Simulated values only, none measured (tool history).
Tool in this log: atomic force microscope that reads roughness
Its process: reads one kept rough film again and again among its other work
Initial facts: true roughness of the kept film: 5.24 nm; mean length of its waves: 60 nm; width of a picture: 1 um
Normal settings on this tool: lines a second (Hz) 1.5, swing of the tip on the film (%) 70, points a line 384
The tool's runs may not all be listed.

run,hour,lines a second (Hz),swing of the tip on the film (%),points a line,roughness of the kept film (nm (root mean square))
1,0,1.5,70,384,4.219
# hour 14: new tip fitted
2,60.5,1.4,70,384,4.67
3,89.9,1.4,70,384,4.603
4,149.4,1.4,70,384,4.529
5,215,1.4,70,384,4.421
6,248.8,1.4,70,384,4.38
7,301.2,1.4,70,384,4.294
8,329.7,1.4,70,384,4.236
# hour 342: new tip fitted
9,369.3,1.4,70,384,4.697
10,399.3,1.4,70,384,4.659
11,442.2,1.4,70,384,4.584
12,492.1,1.5,70,384,4.487
13,542.9,1.5,70,384,4.37
14,575.5,1.5,70,384,4.351
15,627.1,1.5,70,384,4.23
# hour 671.1: new tip fitted
16,687.9,1.5,70,384,4.719
17,731.8,1.5,70,384,4.599
18,794.3,1.5,79,384,4.422
19,864,1.44,70,384,4.39
20,923.9,1.44,70,384,4.283
21,989.4,1.44,56,384,4.289
# hour 998.8: new tip fitted
22,1033.6,1.1,85,737,4.584
23,1093.5,1.1,85,737,4.444
24,1149,1.1,85,737,4.347
25,1217.9,1.1,85,737,4.217
26,1247.4,1.1,85,737,4.207
# hour 1301.6: height scale calibrated on a step standard
27,1302,2,74,929,4.188
# hour 1328.6: new tip fitted
28,1370.7,3.87,74,366,4.32
29,1399.3,1.24,70,384,4.714
30,1465.9,1.24,70,384,4.583
31,1495.7,1.24,70,384,4.545
32,1538.9,1.24,70,384,4.449
33,1593.6,1.15,75,416,4.315
34,1623.8,1.15,75,416,4.292
# hour 1656.5: new tip fitted
35,1656.5,0.75,85,591,4.807
36,1724.1,0.7,75,740,4.749
37,1787.4,0.7,75,740,4.637
38,1819.7,0.7,75,740,4.562
39,1871.4,0.7,75,740,4.49

Expected results for the next run?
40,1905.1,1.98,65,838,?

{"run 40": {"roughness of the kept film (nm (root mean square))": 4.319}}
Minus the tool's unlogged condition, the same run would have read roughness of the kept film (nm (root mean square)) 4.779.
